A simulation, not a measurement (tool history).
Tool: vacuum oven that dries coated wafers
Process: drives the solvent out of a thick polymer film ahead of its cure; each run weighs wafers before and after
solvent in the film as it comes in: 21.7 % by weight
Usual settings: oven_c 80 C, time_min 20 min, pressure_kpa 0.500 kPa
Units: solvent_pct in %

run 1 hour=0.0 | oven_c=80 time_min=20 pressure_kpa=0.500 | solvent_pct=0.88
run 2 hour=8.0 | oven_c=80 time_min=21 pressure_kpa=0.500 | solvent_pct=0.78
run 3 hour=15.2 | oven_c=80 time_min=20 pressure_kpa=0.341 | solvent_pct=0.87
run 4 hour=23.7 | oven_c=80 time_min=20 pressure_kpa=0.341 | solvent_pct=0.85
run 5 hour=32.7 | oven_c=80 time_min=20 pressure_kpa=0.500 | solvent_pct=0.87
run 6 hour=43.8 | oven_c=80 time_min=20 pressure_kpa=0.500 | solvent_pct=0.90
run 7 hour=51.9 | oven_c=80 time_min=20 pressure_kpa=0.500 | solvent_pct=0.88
run 8 hour=62.6 | oven_c=80 time_min=20 pressure_kpa=0.500 | solvent_pct=0.88
run 9 hour=71.2 | oven_c=80 time_min=20 pressure_kpa=0.500 | solvent_pct=0.87
run 10 hour=80.3 | oven_c=80 time_min=20 pressure_kpa=0.500 | solvent_pct=0.89
run 11 hour=92.4 | oven_c=80 time_min=20 pressure_kpa=0.500 | solvent_pct=0.91
run 12 hour=104.1 | oven_c=80 time_min=20 pressure_kpa=0.500 | solvent_pct=0.91
run 13 hour=110.9 | oven_c=80 time_min=20 pressure_kpa=0.500 | solvent_pct=0.87
run 14 hour=117.8 | oven_c=80 time_min=20 pressure_kpa=0.500 | solvent_pct=0.87
run 15 hour=124.1 | oven_c=80 time_min=20 pressure_kpa=0.338 | solvent_pct=0.81
run 16 hour=131.4 | oven_c=80 time_min=20 pressure_kpa=0.338 | solvent_pct=0.84
run 17 hour=143.2 | oven_c=80 time_min=20 pressure_kpa=0.500 | solvent_pct=0.88
run 18 hour=155.5 | oven_c=80 time_min=20 pressure_kpa=0.500 | solvent_pct=0.89
run 19 hour=163.8 | oven_c=80 time_min=20 pressure_kpa=0.500 | solvent_pct=0.85
run 20 hour=170.7 | oven_c=80 time_min=20 pressure_kpa=0.500 | solvent_pct=0.87
run 21 hour=179.9 | oven_c=80 time_min=20 pressure_kpa=0.500 | solvent_pct=0.90
run 22 hour=188.3 | oven_c=80 time_min=20 pressure_kpa=0.500 | solvent_pct=0.88
run 23 hour=196.2 | oven_c=80 time_min=20 pressure_kpa=0.500 | solvent_pct=0.88
-- hour=201.2 oven's thermocouples calibrated
run 24 hour=211.1 | oven_c=80 time_min=20 pressure_kpa=0.500 | solvent_pct=1.14
run 25 hour=223.6 | oven_c=82 time_min=20 pressure_kpa=1.207 | solvent_pct=1.05
run 26 hour=235.1 | oven_c=88 time_min=20 pressure_kpa=1.207 | solvent_pct=0.53
run 27 hour=246.5 | oven_c=88 time_min=12 pressure_kpa=1.207 | solvent_pct=1.40
run 28 hour=255.3 | oven_c=73 time_min=24 pressure_kpa=0.492 | solvent_pct=1.94
run 29 hour=264.5 | oven_c=76 time_min=12 pressure_kpa=1.963 | solvent_pct=5.08
run 30 hour=270.9 | oven_c=66 time_min=11 pressure_kpa=1.963 | solvent_pct=9.63
run 31 hour=276.7 | oven_c=68 time_min=20 pressure_kpa=1.114 | solvent_pct=4.83
run 32 hour=286.2 | oven_c=93 time_min=13 pressure_kpa=1.114 | solvent_pct=0.57
run 33 hour=294.3 | oven_c=75 time_min=13 pressure_kpa=0.962 | solvent_pct=4.60
run 34 hour=302.0 | oven_c=76 time_min=13 pressure_kpa=0.719 | solvent_pct=4.16
run 35 hour=307.8 | oven_c=70 time_min=14 pressure_kpa=0.333 | solvent_pct=5.82
run 36 hour=315.0 | oven_c=65 time_min=10 pressure_kpa=1.977 | solvent_pct=10.53
run 37 hour=322.1 | oven_c=72 time_min=13 pressure_kpa=0.500 | solvent_pct=5.62
run 38 hour=330.0 | oven_c=79 time_min=14 pressure_kpa=0.646 | solvent_pct=2.73
run 39 hour=340.9 | oven_c=93 time_min=14 pressure_kpa=1.611 | solvent_pct=0.62
run 40 hour=349.5 | oven_c=66 time_min=32 pressure_kpa=1.611 | solvent_pct=3.37
run 41 hour=361.5 | oven_c=73 time_min=24 pressure_kpa=0.647 | solvent_pct=2.00
run 42 hour=373.4 | oven_c=76 time_min=21 pressure_kpa=1.088 | solvent_pct=1.98
run 43 hour=382.5 | oven_c=80 time_min=10 pressure_kpa=0.669 | solvent_pct=4.16
run 44 hour=389.2 | oven_c=73 time_min=10 pressure_kpa=1.408 | solvent_pct=7.14
run 45 hour=401.0 | oven_c=73 time_min=10 pressure_kpa=1.408 | solvent_pct=7.12
run 46 hour=413.3 | oven_c=73 time_min=10 pressure_kpa=1.408 | solvent_pct=7.10

Forecast each of these 5 alternatives for the next run:
run A hour=419.4 | oven_c=89 time_min=18 pressure_kpa=0.660 | solvent_pct=?
run B hour=419.4 | oven_c=76 time_min=20 pressure_kpa=0.500 | solvent_pct=?
run C hour=419.4 | oven_c=73 time_min=16 pressure_kpa=1.408 | solvent_pct=?
run D hour=419.4 | oven_c=73 time_min=18 pressure_kpa=0.512 | solvent_pct=?
run E hour=419.4 | oven_c=90 time_min=27 pressure_kpa=0.441 | solvent_pct=?

run=A solvent_pct=0.41
run=B solvent_pct=1.89
run=C solvent_pct=4.28
run=D solvent_pct=3.26
run=E solvent_pct=0.15
Without the tool's hidden state the same runs would have given:
run=A solvent_pct=0.38
run=B solvent_pct=1.84
run=C solvent_pct=4.22
run=D solvent_pct=3.21
run=E solvent_pct=0.13

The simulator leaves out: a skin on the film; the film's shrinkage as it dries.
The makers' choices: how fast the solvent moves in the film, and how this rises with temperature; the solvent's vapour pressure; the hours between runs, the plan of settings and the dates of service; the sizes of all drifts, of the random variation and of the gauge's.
